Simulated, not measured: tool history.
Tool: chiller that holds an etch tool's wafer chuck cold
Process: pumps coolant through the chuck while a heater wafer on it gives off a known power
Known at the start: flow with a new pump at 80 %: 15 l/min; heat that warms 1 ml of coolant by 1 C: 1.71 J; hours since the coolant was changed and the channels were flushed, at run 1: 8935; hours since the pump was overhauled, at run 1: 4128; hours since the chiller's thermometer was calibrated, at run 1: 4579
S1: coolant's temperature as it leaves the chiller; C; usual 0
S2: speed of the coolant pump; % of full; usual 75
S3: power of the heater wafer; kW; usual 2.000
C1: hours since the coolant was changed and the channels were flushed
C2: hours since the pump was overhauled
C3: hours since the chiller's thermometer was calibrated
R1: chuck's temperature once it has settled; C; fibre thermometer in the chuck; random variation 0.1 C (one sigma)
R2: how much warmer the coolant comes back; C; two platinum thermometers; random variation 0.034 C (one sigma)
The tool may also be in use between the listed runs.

{"run": 1, "hour": 0.0, "S1": 0, "S2": 75, "S3": 2.0, "C1": 8935, "C2": 4128, "C3": 4579, "R1": 14.6, "R2": 5.37}
{"hour": 50.8, "done": "chiller's thermometer calibrated"}
{"run": 2, "hour": 50.8, "S1": 0, "S2": 67, "S3": 2.0, "C1": 8984, "C2": 4178, "C3": 0, "R1": 16.1, "R2": 5.99}
{"run": 3, "hour": 161.2, "S1": 0, "S2": 68, "S3": 2.0, "C1": 9095, "C2": 4288, "C3": 110, "R1": 15.8, "R2": 5.93}
{"run": 4, "hour": 232.5, "S1": 2, "S2": 75, "S3": 2.0, "C1": 9166, "C2": 4360, "C3": 182, "R1": 17.2, "R2": 5.42}
{"run": 5, "hour": 325.7, "S1": 0, "S2": 75, "S3": 2.0, "C1": 9259, "C2": 4453, "C3": 275, "R1": 15.0, "R2": 5.32}
{"run": 6, "hour": 437.4, "S1": 0, "S2": 88, "S3": 2.0, "C1": 9371, "C2": 4565, "C3": 387, "R1": 13.8, "R2": 4.58}
{"run": 7, "hour": 549.7, "S1": -4, "S2": 88, "S3": 2.0, "C1": 9483, "C2": 4677, "C3": 499, "R1": 9.6, "R2": 4.58}
{"run": 8, "hour": 617.0, "S1": 0, "S2": 65, "S3": 2.0, "C1": 9551, "C2": 4744, "C3": 566, "R1": 16.5, "R2": 6.16}
{"hour": 660.2, "done": "coolant changed, channels flushed"}
{"run": 9, "hour": 679.3, "S1": 0, "S2": 75, "S3": 2.833, "C1": 19, "C2": 4800, "C3": 623, "R1": 19.1, "R2": 7.6}
{"run": 10, "hour": 757.0, "S1": 0, "S2": 99, "S3": 2.0, "C1": 97, "C2": 4878, "C3": 700, "R1": 11.6, "R2": 4.04}
{"run": 11, "hour": 816.4, "S1": 0, "S2": 75, "S3": 2.0, "C1": 156, "C2": 4937, "C3": 760, "R1": 13.4, "R2": 5.44}
{"run": 12, "hour": 919.4, "S1": 0, "S2": 75, "S3": 2.0, "C1": 259, "C2": 5040, "C3": 863, "R1": 13.6, "R2": 5.4}
{"run": 13, "hour": 1016.5, "S1": 0, "S2": 75, "S3": 2.0, "C1": 356, "C2": 5138, "C3": 960, "R1": 13.6, "R2": 5.41}
{"run": 14, "hour": 1126.1, "S1": 0, "S2": 75, "S3": 2.0, "C1": 466, "C2": 5247, "C3": 1069, "R1": 13.5, "R2": 5.42}
{"run": 15, "hour": 1225.1, "S1": -5, "S2": 75, "S3": 2.0, "C1": 565, "C2": 5346, "C3": 1168, "R1": 8.6, "R2": 5.42}
{"run": 16, "hour": 1274.5, "S1": -5, "S2": 75, "S3": 2.0, "C1": 614, "C2": 5396, "C3": 1218, "R1": 8.7, "R2": 5.44}
{"run": 17, "hour": 1342.2, "S1": 0, "S2": 82, "S3": 2.077, "C1": 682, "C2": 5463, "C3": 1285, "R1": 13.3, "R2": 5.19}
{"run": 18, "hour": 1411.8, "S1": -6, "S2": 82, "S3": 2.882, "C1": 752, "C2": 5533, "C3": 1355, "R1": 12.7, "R2": 7.18}
{"run": 19, "hour": 1513.8, "S1": -2, "S2": 63, "S3": 1.406, "C1": 854, "C2": 5635, "C3": 1457, "R1": 8.6, "R2": 4.63}
{"run": 20, "hour": 1596.5, "S1": -9, "S2": 73, "S3": 2.924, "C1": 936, "C2": 5718, "C3": 1540, "R1": 11.5, "R2": 8.25}
{"run": 21, "hour": 1702.2, "S1": -2, "S2": 73, "S3": 2.924, "C1": 1042, "C2": 5823, "C3": 1645, "R1": 18.3, "R2": 8.25}
{"run": 22, "hour": 1773.0, "S1": 9, "S2": 64, "S3": 1.1, "C1": 1113, "C2": 5894, "C3": 1716, "R1": 17.1, "R2": 3.53}
{"run": 23, "hour": 1876.9, "S1": 0, "S2": 92, "S3": 2.0, "C1": 1217, "C2": 5998, "C3": 1820, "R1": 12.3, "R2": 4.46}
{"run": 24, "hour": 1979.9, "S1": 0, "S2": 92, "S3": 2.0, "C1": 1320, "C2": 6101, "C3": 1923, "R1": 12.2, "R2": 4.45}
{"run": 25, "hour": 2039.7, "S1": 0, "S2": 92, "S3": 2.962, "C1": 1380, "C2": 6161, "C3": 1983, "R1": 18.4, "R2": 6.6}
{"run": 26, "hour": 2125.4, "S1": -5, "S2": 75, "S3": 2.0, "C1": 1465, "C2": 6247, "C3": 2069, "R1": 8.9, "R2": 5.52}
{"run": 27, "hour": 2204.1, "S1": -5, "S2": 72, "S3": 2.425, "C1": 1544, "C2": 6325, "C3": 2147, "R1": 12.3, "R2": 7.05}
{"run": 28, "hour": 2292.2, "S1": -5, "S2": 72, "S3": 2.425, "C1": 1632, "C2": 6413, "C3": 2235, "R1": 12.4, "R2": 7.01}
{"run": 29, "hour": 2397.2, "S1": -9, "S2": 93, "S3": 1.186, "C1": 1737, "C2": 6518, "C3": 2340, "R1": -1.8, "R2": 2.64}
{"run": 30, "hour": 2469.1, "S1": 2, "S2": 71, "S3": 2.827, "C1": 1809, "C2": 6590, "C3": 2412, "R1": 22.4, "R2": 8.32}
{"run": 31, "hour": 2577.9, "S1": 2, "S2": 71, "S3": 2.827, "C1": 1918, "C2": 6699, "C3": 2521, "R1": 22.3, "R2": 8.31}
{"run": 32, "hour": 2679.2, "S1": 2, "S2": 71, "S3": 2.827, "C1": 2019, "C2": 6800, "C3": 2622, "R1": 22.4, "R2": 8.36}

Some steps in R1 between neighbouring runs. How much of each would the tool show without its hidden state too (settings, what came in, random variation), and how much is left for the hidden state, with any gauge scatter that isn't in both results?
The hidden state here: heat passed by the chuck's channels, % of clean ones'; flow at a given pump speed, % of a new pump's; coolant's true temperature over the reading, C; drift of the gauge itself on chuck_c, C; drift of the gauge itself on warmer_back_c, C.
Run 8 -> 9: S2 65 -> 75, S3 2.000 -> 2.833, coolant changed, channels flushed. R1 +2.6 C: hidden state -1.6, all else +4.2.
Run 21 -> 22: S1 -2 -> 9, S2 73 -> 64, S3 2.924 -> 1.100. R1 -1.2 C: hidden state -0.9, all else -0.3.
Run 25 -> 26: S1 0 -> -5, S2 92 -> 75, S3 2.962 -> 2.000. R1 -9.5 C: hidden state -0.4, all else -9.1.
Run 28 -> 29: S1 -5 -> -9, S2 72 -> 93, S3 2.425 -> 1.186. R1 -14.2 C: hidden state -0.8, all else -13.4.
Run 29 -> 30: S1 -9 -> 2, S2 93 -> 71, S3 1.186 -> 2.827. R1 +24.2 C: hidden state +1.2, all else +23.0.
